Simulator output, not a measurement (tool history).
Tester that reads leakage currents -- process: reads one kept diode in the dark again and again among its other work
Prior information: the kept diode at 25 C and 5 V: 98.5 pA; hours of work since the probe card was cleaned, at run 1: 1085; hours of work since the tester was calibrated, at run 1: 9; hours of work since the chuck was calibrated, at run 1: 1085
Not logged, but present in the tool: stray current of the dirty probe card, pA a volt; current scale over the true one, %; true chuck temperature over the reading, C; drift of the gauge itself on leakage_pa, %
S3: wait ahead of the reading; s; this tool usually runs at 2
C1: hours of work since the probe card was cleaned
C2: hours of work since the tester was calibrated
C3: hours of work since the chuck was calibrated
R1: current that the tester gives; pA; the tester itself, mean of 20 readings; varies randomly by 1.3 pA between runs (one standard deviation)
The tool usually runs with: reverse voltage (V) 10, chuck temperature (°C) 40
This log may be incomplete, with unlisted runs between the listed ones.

Run 1, day 0: usual settings; C1 1085; C2 9; C3 1085. Result: R1 405.02 pA.
Run 2, day 1.217: usual settings; C1 1105; C2 29; C3 1105. Result: R1 404.26 pA.
Run 3, day 2.346: usual settings; C1 1124; C2 48; C3 1124. Result: R1 405.4 pA.
Run 4, day 3.808: usual settings; C1 1148; C2 72; C3 1148. Result: R1 404.42 pA.
Run 5, day 5.112: usual settings; C1 1170; C2 94; C3 1170. Result: R1 403.44 pA.
Run 6, day 6.2: usual settings; C1 1188; C2 112; C3 1188. Result: R1 403.54 pA.
Run 7, day 6.967: usual settings but S3 3.59 s; C1 1200; C2 125; C3 1200. Result: R1 403.97 pA.
Run 8, day 8.204: usual settings but S3 3.59 s; C1 1221; C2 145; C3 1221. Result: R1 402.1 pA.
Run 9, day 9.442: usual settings; C1 1241; C2 166; C3 1241. Result: R1 400.87 pA.
Run 10, day 10.55: usual settings but reverse voltage (V) 11.6; C1 1260; C2 184; C3 1260. Result: R1 425.2 pA.
Run 11, day 11.588: usual settings but S3 3.77 s; C1 1277; C2 201; C3 1277. Result: R1 401.2 pA.
Run 12, day 12.496: usual settings but S3 3.77 s; C1 1292; C2 217; C3 1292. Result: R1 399.72 pA.
Run 13, day 13.879: usual settings but reverse voltage (V) 5.6, chuck temperature (°C) 32; C1 1315; C2 239; C3 1315. Result: R1 173.97 pA.
At day 14.088: chuck's temperature calibrated.
Run 14, day 15.275: usual settings but reverse voltage (V) 5.6, chuck temperature (°C) 32; C1 1337; C2 261; C3 20. Result: R1 171.78 pA.
Run 15, day 15.95: usual settings but reverse voltage (V) 1.1, chuck temperature (°C) 37, S3 7.58 s; C1 1348; C2 272; C3 31. Result: R1 147.65 pA.
Run 16, day 16.804: usual settings but reverse voltage (V) 8.7; C1 1362; C2 287; C3 45. Result: R1 379.32 pA.
Run 17, day 17.804: usual settings but reverse voltage (V) 9.1, chuck temperature (°C) 53; C1 1379; C2 303; C3 62. Result: R1 1010.82 pA.
Run 18, day 19.038: usual settings but reverse voltage (V) 9.5, chuck temperature (°C) 53; C1 1399; C2 324; C3 82. Result: R1 1019.87 pA.
Run 19, day 20.079: usual settings but reverse voltage (V) 9.5, chuck temperature (°C) 53, S3 2.48 s; C1 1417; C2 341; C3 99. Result: R1 1026.3 pA.
Run 20, day 21.65: usual settings but reverse voltage (V) 1.2, S3 3.33 s; C1 1443; C2 367; C3 125. Result: R1 190.45 pA.
Run 21, day 22.708: usual settings but reverse voltage (V) 1.8, chuck temperature (°C) 23, S3 0.53 s; C1 1460; C2 385; C3 143. Result: R1 55.08 pA.
At day 23.888: chuck's temperature calibrated, once more.
Run 22, day 24.075: usual settings but reverse voltage (V) 11, chuck temperature (°C) 45, S3 0.61 s; C1 1481; C2 406; C3 3. Result: R1 652.47 pA.
Run 23, day 25.417: usual settings but reverse voltage (V) 3.7, chuck temperature (°C) 43; C1 1504; C2 428; C3 25. Result: R1 384.04 pA.

What if the next run were any one of these 3? Each begins from the tool's condition after run 23:
Run A, day 26.204: usual settings but S3 1.75 s; C1 1517; C2 441; C3 38. Result: R1 ?.
Run B, day 26.204: usual settings but reverse voltage (V) 2.4, S3 3.27 s; C1 1517; C2 441; C3 38. Result: R1 ?.
Run C, day 26.204: usual settings but reverse voltage (V) 3.7, chuck temperature (°C) 36, S3 7 s; C1 1517; C2 441; C3 38. Result: R1 ?.

run      R1
  A  430.07
  B  262.96
  C  223.32
What these runs would have given with no unlogged condition in the tool:
run      R1
  A  426.24
  B   262.7
  C  222.19
